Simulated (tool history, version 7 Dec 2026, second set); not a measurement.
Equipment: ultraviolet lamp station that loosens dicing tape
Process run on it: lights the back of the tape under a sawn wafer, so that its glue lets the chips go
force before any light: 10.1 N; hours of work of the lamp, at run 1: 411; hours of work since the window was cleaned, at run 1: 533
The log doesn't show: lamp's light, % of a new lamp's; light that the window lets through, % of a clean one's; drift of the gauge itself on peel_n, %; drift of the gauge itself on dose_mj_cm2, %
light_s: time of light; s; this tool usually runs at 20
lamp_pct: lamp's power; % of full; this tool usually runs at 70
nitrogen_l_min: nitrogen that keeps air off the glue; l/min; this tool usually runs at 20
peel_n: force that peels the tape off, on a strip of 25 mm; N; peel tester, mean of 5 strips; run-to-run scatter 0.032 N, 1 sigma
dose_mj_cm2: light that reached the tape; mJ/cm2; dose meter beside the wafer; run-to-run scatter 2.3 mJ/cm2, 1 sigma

| run | day | light_s | lamp_pct | nitrogen_l_min | hours of work of the lamp | hours of work since the window was cleaned | peel_n | dose_mj_cm2 |
|---|---|---|---|---|---|---|---|---|
| 1 | 0.000 | 20 | 70 | 20 | 411 | 533 | 2.314 | 177 |
| 2 | 0.879 | 20 | 70 | 20 | 420 | 541 | 2.458 | 178 |
| 3 | 2.458 | 20 | 70 | 20 | 436 | 557 | 2.285 | 174 |
| 4 | 4.154 | 20 | 70 | 20 | 453 | 574 | 2.374 | 171 |
| 5 | 5.754 | 20 | 70 | 20 | 468 | 590 | 2.394 | 172 |
| 6 | 6.617 | 20 | 70 | 20 | 477 | 598 | 2.412 | 171 |
| 7 | 7.825 | 20 | 70 | 20 | 489 | 610 | 2.489 | 170 |
| 8 | 9.321 | 14 | 71 | 7 | 504 | 625 | 5.056 | 116 |
| 9 | 10.804 | 20 | 80 | 20 | 518 | 640 | 2.066 | 192 |
| 10 | 12.238 | 20 | 69 | 20 | 533 | 654 | 2.468 | 167 |
| 11 | 14.029 | 15 | 90 | 32 | 550 | 672 | 2.102 | 154 |
| 12 | 15.200 | 18 | 70 | 18 | 562 | 683 | 3.017 | 150 |
|  | 15.579 | window cleaned of glue's vapour |
| 13 | 15.983 | 40 | 85 | 31 | 570 | 4 | 0.280 | 481 |
| 14 | 16.883 | 39 | 70 | 20 | 578 | 13 | 0.530 | 386 |

Branching from run 14: 4 alternative next runs. What would each branch give?
| A | 17.746 | 20 | 97 | 10 | 587 | 21 | ? | ? |
| B | 17.746 | 36 | 70 | 9 | 587 | 21 | ? | ? |
| C | 17.746 | 20 | 70 | 10 | 587 | 21 | ? | ? |
| D | 17.746 | 25 | 62 | 31 | 587 | 21 | ? | ? |

| run | peel_n | dose_mj_cm2 |
|---|---|---|
| A | 1.777 | 272 |
| B | 1.183 | 346 |
| C | 2.822 | 196 |
| D | 1.284 | 219 |
The same runs, with their run-to-run variation unchanged, on a tool lacking any hidden condition would have given:
| run | peel_n | dose_mj_cm2 |
|---|---|---|
| A | 1.419 | 310 |
| B | 0.913 | 395 |
| C | 2.375 | 224 |
| D | 0.992 | 249 |
